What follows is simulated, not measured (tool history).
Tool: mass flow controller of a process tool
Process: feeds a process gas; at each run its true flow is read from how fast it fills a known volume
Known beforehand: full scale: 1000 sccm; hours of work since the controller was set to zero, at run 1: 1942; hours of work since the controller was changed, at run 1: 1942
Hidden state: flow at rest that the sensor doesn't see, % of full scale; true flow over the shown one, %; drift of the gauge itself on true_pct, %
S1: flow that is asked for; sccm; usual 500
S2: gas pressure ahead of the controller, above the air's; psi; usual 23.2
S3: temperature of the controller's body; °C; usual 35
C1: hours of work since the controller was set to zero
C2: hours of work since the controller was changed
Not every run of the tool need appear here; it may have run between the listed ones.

Run 1, day 0: usual settings; C1 1942; C2 1942. Result: true flow (%) 98.57.
Run 2, day 8.288: usual settings; C1 2045; C2 2045. Result: true flow (%) 98.71.
Run 3, day 14.033: usual settings; C1 2117; C2 2117. Result: true flow (%) 98.77.
Run 4, day 23.812: usual settings but S2 23.4 psi; C1 2238; C2 2238. Result: true flow (%) 98.78.
Run 5, day 32.962: usual settings but S3 34 °C; C1 2352; C2 2352. Result: true flow (%) 98.97.
Run 6, day 40.588: usual settings but S3 34 °C; C1 2446; C2 2446. Result: true flow (%) 99.
Run 7, day 47.008: usual settings but S3 34 °C; C1 2526; C2 2526. Result: true flow (%) 99.15.
Run 8, day 54.517: usual settings but S3 26 °C; C1 2620; C2 2620. Result: true flow (%) 100.12.
Run 9, day 60.975: usual settings; C1 2700; C2 2700. Result: true flow (%) 99.03.
Run 10, day 67.5: usual settings but S2 33.4 psi; C1 2781; C2 2781. Result: true flow (%) 98.71.
Run 11, day 71.796: usual settings but S3 33 °C; C1 2834; C2 2834. Result: true flow (%) 99.44.
Run 12, day 78.133: usual settings but S3 33 °C; C1 2913; C2 2913. Result: true flow (%) 99.37.
Run 13, day 87.229: usual settings but S2 31.8 psi; C1 3026; C2 3026. Result: true flow (%) 98.82.
Run 14, day 93.479: usual settings but S1 807 sccm; C1 3104; C2 3104. Result: true flow (%) 99.78.
Run 15, day 101.908: usual settings but S1 807 sccm; C1 3208; C2 3208. Result: true flow (%) 99.69.
Run 16, day 106.083: usual settings but S1 154 sccm; C1 3260; C2 3260. Result: true flow (%) 100.81.
Run 17, day 110.925: usual settings; C1 3320; C2 3320. Result: true flow (%) 99.34.
Run 18, day 119.825: usual settings; C1 3431; C2 3431. Result: true flow (%) 99.44.
Run 19, day 124.408: usual settings but S2 29.4 psi; C1 3488; C2 3488. Result: true flow (%) 99.09.
Run 20, day 129.908: usual settings but S2 29.4 psi; C1 3556; C2 3556. Result: true flow (%) 99.22.
Run 21, day 136.108: usual settings but S2 29.4 psi; C1 3633; C2 3633. Result: true flow (%) 99.14.
Run 22, day 145.671: usual settings but S2 29.4 psi; C1 3752; C2 3752. Result: true flow (%) 99.21.
Run 23, day 154.896: usual settings but S3 38 °C; C1 3867; C2 3867. Result: true flow (%) 99.22.
Run 24, day 158.867: usual settings but S3 38 °C; C1 3916; C2 3916. Result: true flow (%) 99.24.
Run 25, day 164.542: usual settings but S3 38 °C; C1 3986; C2 3986. Result: true flow (%) 99.24.
Run 26, day 169.867: usual settings but S3 38 °C; C1 4053; C2 4053. Result: true flow (%) 99.42.
Run 27, day 178.562: usual settings but S3 38 °C; C1 4161; C2 4161. Result: true flow (%) 99.34.
Run 28, day 184.783: usual settings but S2 22.9 psi, S3 31 °C; C1 4238; C2 4238. Result: true flow (%) 100.13.
Run 29, day 191.688: usual settings but S2 22.9 psi, S3 31 °C; C1 4324; C2 4324. Result: true flow (%) 100.21.
Run 30, day 195.938: usual settings but S2 39.7 psi, S3 22 °C; C1 4377; C2 4377. Result: true flow (%) 100.7.
Run 31, day 202.9: usual settings but S2 24.7 psi, S3 26 °C; C1 4463; C2 4463. Result: true flow (%) 100.73.
Run 32, day 208.867: usual settings but S1 709 sccm, S2 34.2 psi, S3 26 °C; C1 4537; C2 4537. Result: true flow (%) 100.72.
Run 33, day 213.492: usual settings but S1 709 sccm, S2 34.2 psi, S3 26 °C; C1 4595; C2 4595. Result: true flow (%) 100.78.
Run 34, day 217.95: usual settings but S1 120 sccm, S2 37.1 psi, S3 26 °C; C1 4650; C2 4650. Result: true flow (%) 104.38.
Run 35, day 223.933: usual settings but S1 120 sccm, S2 37.1 psi, S3 26 °C; C1 4724; C2 4724. Result: true flow (%) 104.46.
Run 36, day 229.85: usual settings but S1 120 sccm, S2 37.1 psi, S3 26 °C; C1 4798; C2 4798. Result: true flow (%) 104.49.
Run 37, day 236.654: usual settings but S3 23 °C; C1 4882; C2 4882. Result: true flow (%) 101.46.
Run 38, day 240.971: usual settings but S3 23 °C; C1 4936; C2 4936. Result: true flow (%) 101.56.
Run 39, day 246.242: usual settings but S1 267 sccm, S2 37.3 psi, S3 23 °C; C1 5001; C2 5001. Result: true flow (%) 101.88.
Run 40, day 251.35: usual settings but S1 267 sccm, S2 37.3 psi, S3 23 °C; C1 5065; C2 5065. Result: true flow (%) 101.91.
Run 41, day 259.662: usual settings but S1 841 sccm; C1 5168; C2 5168. Result: true flow (%) 100.5.
Run 42, day 265.133: usual settings but S1 354 sccm, S2 31.6 psi, S3 31 °C; C1 5236; C2 5236. Result: true flow (%) 100.74.
Run 43, day 274.192: usual settings but S1 950 sccm, S2 39.3 psi, S3 24 °C; C1 5349; C2 5349. Result: true flow (%) 101.35.
Run 44, day 279.608: usual settings but S1 844 sccm, S2 39.3 psi, S3 21 °C; C1 5416; C2 5416. Result: true flow (%) 101.48.
Run 45, day 287.029: usual settings but S1 844 sccm, S2 39.3 psi, S3 21 °C; C1 5508; C2 5508. Result: true flow (%) 101.71.
Run 46, day 292.271: usual settings but S2 30.6 psi; C1 5573; C2 5573. Result: true flow (%) 100.08.
Run 47, day 296.438: usual settings but S1 362 sccm; C1 5625; C2 5625. Result: true flow (%) 100.78.
Run 48, day 305.408: usual settings but S1 362 sccm; C1 5737; C2 5737. Result: true flow (%) 100.78.
Run 49, day 310.571: usual settings but S3 22 °C; C1 5801; C2 5801. Result: true flow (%) 102.09.

Forecast each of these 3 alternatives for the next run:
Run A, day 319.779: usual settings but S1 780 sccm; C1 5915; C2 5915. Result: true flow (%) ?.
Run B, day 319.779: usual settings but S1 295 sccm, S2 26.3 psi; C1 5915; C2 5915. Result: true flow (%) ?.
Run C, day 319.779: usual settings but S1 784 sccm, S2 38.1 psi, S3 36 °C; C1 5915; C2 5915. Result: true flow (%) ?.

run  true flow (%)
  A         100.74
  B         101.14
  C          99.85
Without the tool's unlogged condition, the same runs would have read:
run  true flow (%)
  A          98.54
  B          96.85
  C          97.66
